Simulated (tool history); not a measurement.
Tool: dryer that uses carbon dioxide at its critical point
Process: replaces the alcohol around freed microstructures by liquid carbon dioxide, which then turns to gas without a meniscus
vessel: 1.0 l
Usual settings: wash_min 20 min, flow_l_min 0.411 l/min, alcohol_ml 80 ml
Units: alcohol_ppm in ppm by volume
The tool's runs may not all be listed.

run	hour	wash_min	flow_l_min	alcohol_ml	alcohol_ppm
1	0.0	20	0.411	80	125
2	10.3	20	0.411	80	112
3	16.1	20	0.411	80	112
4	21.0	20	0.411	80	112
5	31.5	20	0.411	80	127
6	42.3	20	0.411	80	130
7	50.5	20	0.411	80	129
8	55.2	20	0.621	80	66
9	64.3	20	0.411	80	114
10	72.9	20	0.411	80	116
11	82.7	20	0.627	80	74
12	88.9	20	0.629	80	66
13	98.4	20	0.629	80	80
14	105.6	20	0.629	80	76
15	115.1	18	0.629	80	82
16	124.8	18	0.629	80	78
17	130.4	18	0.629	80	77
18	137.7	18	0.629	80	79
19	142.5	20	0.307	80	479
20	152.4	20	0.307	80	485
21	159.6	23	0.340	59	154
22	167.9	18	0.510	59	103
23	177.5	15	0.562	80	128
24	185.5	15	0.562	80	124
25	195.6	20	0.441	80	117
26	205.8	20	0.441	80	120
27	215.0	16	0.401	100	481
28	223.3	16	0.401	100	478
29	232.3	30	0.251	97	268
30	239.1	17	0.340	80	656
31	248.5	20	0.295	27	274
32	257.8	20	0.591	27	93
33	266.6	23	0.299	80	339
34	275.4	23	0.299	80	347
35	280.6	23	0.299	80	334
36	288.3	23	0.299	80	341
37	297.0	23	0.299	80	333

4 ways to go on from here, each from the tool as it stands after run 37. What would each give?
A	306.2	22	0.411	111	?
B	306.2	20	0.273	34	?
C	306.2	22	0.498	63	?
D	306.2	23	0.299	36	?

run	alcohol_ppm
A	142
B	457
C	103
D	207
Without the tool's hidden state the same runs would have given:
run	alcohol_ppm
A	32
B	297
C	9
D	87
